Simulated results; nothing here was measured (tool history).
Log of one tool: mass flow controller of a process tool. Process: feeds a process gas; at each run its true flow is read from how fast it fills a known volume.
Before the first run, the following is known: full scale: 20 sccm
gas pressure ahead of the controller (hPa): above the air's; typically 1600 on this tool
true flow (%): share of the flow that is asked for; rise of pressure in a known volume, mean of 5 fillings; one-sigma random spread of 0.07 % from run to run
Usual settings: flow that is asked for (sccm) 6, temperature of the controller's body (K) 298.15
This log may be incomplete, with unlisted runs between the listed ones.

run,hour,flow that is asked for (sccm),gas pressure ahead of the controller (hPa),temperature of the controller's body (K),true flow (%)
1,0.0,6,1600,298.15,98.39
2,284.4,6,1600,298.15,98.44
3,439.8,6,1600,298.15,98.52
4,671.7,6,1600,294.15,98.25
5,928.9,6,1600,294.15,98.35
6,1074.6,6,1600,294.15,98.17
7,1262.6,6,1600,294.15,98.22
8,1595.4,7,1600,294.15,98.42
9,1945.5,6,1600,298.15,98.71
10,2216.0,6,1600,298.15,98.69
11,2380.5,6,1600,298.15,98.73
12,2594.2,6,1600,298.15,98.85
13,2918.8,6,1600,298.15,98.58
14,3199.9,6,1600,298.15,98.84
15,3473.8,6,1600,298.15,98.82
16,3747.3,2,1850,304.15,98.95
17,4043.8,3,1850,304.15,99.16
18,4258.1,17,2420,307.15,100.97
19,4433.9,17,1500,295.15,99.92
20,4772.1,17,1500,295.15,99.86
21,5010.7,17,1500,295.15,100.02
22,5180.5,6,2360,296.15,99.06
23,5395.3,3,1600,303.15,99.11
24,5730.8,12,1430,309.15,100.52
25,5918.8,6,1600,303.15,99.60
26,6214.4,3,1600,303.15,99.14
27,6507.2,6,2010,295.15,99.01
28,6784.4,2,1480,309.15,99.62
29,6946.2,6,2310,309.15,100.28

Predict each of these 4 candidate next runs independently; none follows another, all start after run 29:
A,7166.7,5,2670,296.15,?
B,7166.7,2,2310,309.15,?
C,7166.7,6,2510,296.15,?
D,7166.7,20,2590,301.15,?

run,true flow (%)
A,99.21
B,99.69
C,99.39
D,101.31
What these runs would have given with no unlogged condition in the tool:
run,true flow (%)
A,98.34
B,98.86
C,98.52
D,100.40

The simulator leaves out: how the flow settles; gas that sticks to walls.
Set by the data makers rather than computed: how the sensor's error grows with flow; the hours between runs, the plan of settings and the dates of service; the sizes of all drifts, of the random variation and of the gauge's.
